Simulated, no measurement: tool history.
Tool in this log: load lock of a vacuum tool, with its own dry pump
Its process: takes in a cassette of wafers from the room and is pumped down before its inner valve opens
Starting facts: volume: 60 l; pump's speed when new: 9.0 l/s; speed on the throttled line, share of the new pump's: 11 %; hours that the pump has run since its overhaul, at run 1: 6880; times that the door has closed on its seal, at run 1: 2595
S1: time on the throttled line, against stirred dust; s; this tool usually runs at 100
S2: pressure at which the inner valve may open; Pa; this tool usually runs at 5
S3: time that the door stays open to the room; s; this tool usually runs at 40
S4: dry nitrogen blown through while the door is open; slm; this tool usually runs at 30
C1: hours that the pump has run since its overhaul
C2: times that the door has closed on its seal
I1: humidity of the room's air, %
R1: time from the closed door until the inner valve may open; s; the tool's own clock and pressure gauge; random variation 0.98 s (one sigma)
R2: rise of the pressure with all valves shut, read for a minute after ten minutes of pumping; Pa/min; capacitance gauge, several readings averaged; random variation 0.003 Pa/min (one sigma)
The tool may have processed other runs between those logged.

run	hour	S1	S2	S3	S4	C1	C2	I1	R1	R2
1	0	100	5	40	30	6880	2595	47.9	160.3	0.042
2	233.9	100	5	40	30	7114	2833	46.3	161	0.041
3	448.2	100	5	40	30	7329	3050	45.6	160.5	0.049
4	727.1	160	5	40	30	7607	3334	44.5	211.5	0.046
5	1037.4	100	5	40	30	7918	3650	44.1	161.1	0.047
6	1341.9	100	5	40	30	8222	3959	46.3	160.7	0.047
7	1516.6	100	5	40	30	8397	4137	45.3	161.6	0.053

Run 8 has not been measured yet. What should we expect?
8	1810.6	100	5	40	30	8691	4436	46.8	?	?

Logged for run 8: R1 161.6 s, R2 0.05 Pa/min.
Take away the tool's hidden state, keep the run-to-run variation as it was, and the same run would have given R1 156.2 s, R2 0.029 Pa/min.

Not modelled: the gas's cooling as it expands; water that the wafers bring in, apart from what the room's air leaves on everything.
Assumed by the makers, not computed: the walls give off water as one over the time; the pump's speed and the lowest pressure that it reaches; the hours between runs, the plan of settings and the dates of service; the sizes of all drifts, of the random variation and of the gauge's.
